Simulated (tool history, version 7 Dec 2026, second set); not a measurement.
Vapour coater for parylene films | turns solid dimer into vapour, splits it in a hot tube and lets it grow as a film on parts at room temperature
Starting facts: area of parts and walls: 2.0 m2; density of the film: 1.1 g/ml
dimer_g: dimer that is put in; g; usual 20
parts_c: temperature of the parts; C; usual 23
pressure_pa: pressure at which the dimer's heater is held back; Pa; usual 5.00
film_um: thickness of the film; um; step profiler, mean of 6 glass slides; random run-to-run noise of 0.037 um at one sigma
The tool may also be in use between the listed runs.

| run | hour | dimer_g | parts_c | pressure_pa | film_um |
|---|---|---|---|---|---|
| 1 | 0.0 | 20 | 23 | 5.00 | 6.36 |
| 2 | 30.0 | 20 | 23 | 5.00 | 6.31 |
| 3 | 62.0 | 20 | 23 | 5.00 | 6.26 |
| 4 | 93.8 | 20 | 23 | 5.00 | 6.21 |
| 5 | 142.3 | 20 | 23 | 5.00 | 6.09 |
| 6 | 165.5 | 20 | 23 | 5.00 | 6.09 |
| 7 | 209.4 | 20 | 26 | 5.00 | 5.72 |
| 8 | 248.2 | 20 | 28 | 5.00 | 5.35 |
|  | 269.6 | trap's valve overhauled |
| 9 | 284.8 | 20 | 28 | 5.00 | 5.26 |
| 10 | 328.7 | 20 | 26 | 5.00 | 5.49 |
|  | 347.1 | trap's valve overhauled, once more |
| 11 | 368.8 | 20 | 26 | 5.00 | 5.88 |
| 12 | 391.4 | 20 | 26 | 5.00 | 5.84 |
| 13 | 412.0 | 20 | 23 | 5.00 | 6.21 |
| 14 | 459.5 | 20 | 17 | 5.00 | 6.91 |
| 15 | 500.1 | 20 | 17 | 5.00 | 6.93 |
| 16 | 549.3 | 20 | 17 | 5.00 | 6.73 |
| 17 | 583.8 | 20 | 17 | 5.00 | 6.66 |
|  | 618.8 | trap's valve overhauled |
| 18 | 620.2 | 20 | 17 | 5.00 | 7.20 |
| 19 | 670.6 | 20 | 17 | 5.00 | 7.09 |
| 20 | 715.7 | 20 | 17 | 8.35 | 6.28 |
| 21 | 758.5 | 20 | 17 | 8.35 | 6.27 |
| 22 | 806.2 | 20 | 17 | 8.35 | 6.23 |
| 23 | 841.1 | 20 | 17 | 8.35 | 6.19 |
| 24 | 870.6 | 20 | 23 | 5.23 | 5.87 |
|  | 888.7 | trap's valve overhauled |
| 25 | 904.5 | 32 | 18 | 10.11 | 9.86 |
| 26 | 927.7 | 32 | 18 | 10.11 | 9.77 |
| 27 | 958.1 | 32 | 18 | 10.11 | 9.62 |
| 28 | 1007.1 | 17 | 26 | 4.32 | 5.06 |
| 29 | 1050.2 | 20 | 26 | 5.00 | 5.81 |
| 30 | 1077.0 | 13 | 21 | 5.00 | 4.13 |
| 31 | 1113.4 | 11 | 25 | 2.26 | 3.69 |
| 32 | 1151.1 | 33 | 26 | 2.26 | 10.77 |
|  | 1159.1 | trap's valve overhauled |
| 33 | 1176.6 | 33 | 20 | 4.42 | 11.32 |
|  | 1199.6 | table's thermometer calibrated |
| 34 | 1206.0 | 33 | 20 | 4.42 | 11.15 |
| 35 | 1250.7 | 33 | 19 | 11.08 | 9.44 |
| 36 | 1272.1 | 34 | 17 | 10.99 | 10.17 |
| 37 | 1295.0 | 22 | 22 | 7.02 | 6.41 |
| 38 | 1324.4 | 22 | 22 | 7.02 | 6.39 |
| 39 | 1357.1 | 20 | 23 | 8.72 | 5.43 |
| 40 | 1404.9 | 20 | 23 | 2.46 | 6.78 |
|  | 1431.3 | trap's valve overhauled |
| 41 | 1453.2 | 25 | 21 | 2.46 | 9.40 |
| 42 | 1475.8 | 13 | 22 | 8.61 | 3.76 |
| 43 | 1514.9 | 20 | 23 | 3.89 | 6.50 |
| 44 | 1558.7 | 35 | 34 | 4.55 | 8.72 |
| 45 | 1599.1 | 8 | 34 | 4.26 | 2.00 |
| 46 | 1627.1 | 25 | 15 | 2.41 | 10.22 |
| 47 | 1666.0 | 25 | 15 | 2.41 | 9.99 |

Results per run with the tool's hidden condition removed, run-to-run variation unchanged:
Hidden conditions of the tool in this case: vapour lost through the trap's worn valve, %; true temperature of the parts over the reading, C; drift of the gauge itself on film_um, %.
| run | film_um |
|---|---|
| 1 | 6.34 |
| 2 | 6.34 |
| 3 | 6.33 |
| 4 | 6.33 |
| 5 | 6.29 |
| 6 | 6.32 |
| 7 | 6.00 |
| 8 | 5.66 |
| 9 | 5.68 |
| 10 | 6.00 |
| 11 | 5.92 |
| 12 | 5.91 |
| 13 | 6.32 |
| 14 | 7.12 |
| 15 | 7.23 |
| 16 | 7.11 |
| 17 | 7.10 |
| 18 | 7.18 |
| 19 | 7.16 |
| 20 | 6.41 |
| 21 | 6.46 |
| 22 | 6.51 |
| 23 | 6.52 |
| 24 | 6.24 |
| 25 | 9.84 |
| 26 | 9.81 |
| 27 | 9.73 |
| 28 | 5.18 |
| 29 | 6.00 |
| 30 | 4.30 |
| 31 | 3.88 |
| 32 | 11.44 |
| 33 | 11.30 |
| 34 | 11.30 |
| 35 | 9.68 |
| 36 | 10.47 |
| 37 | 6.65 |
| 38 | 6.68 |
| 39 | 5.72 |
| 40 | 7.23 |
| 41 | 9.45 |
| 42 | 3.80 |
| 43 | 6.63 |
| 44 | 9.00 |
| 45 | 2.09 |
| 46 | 10.74 |
| 47 | 10.60 |
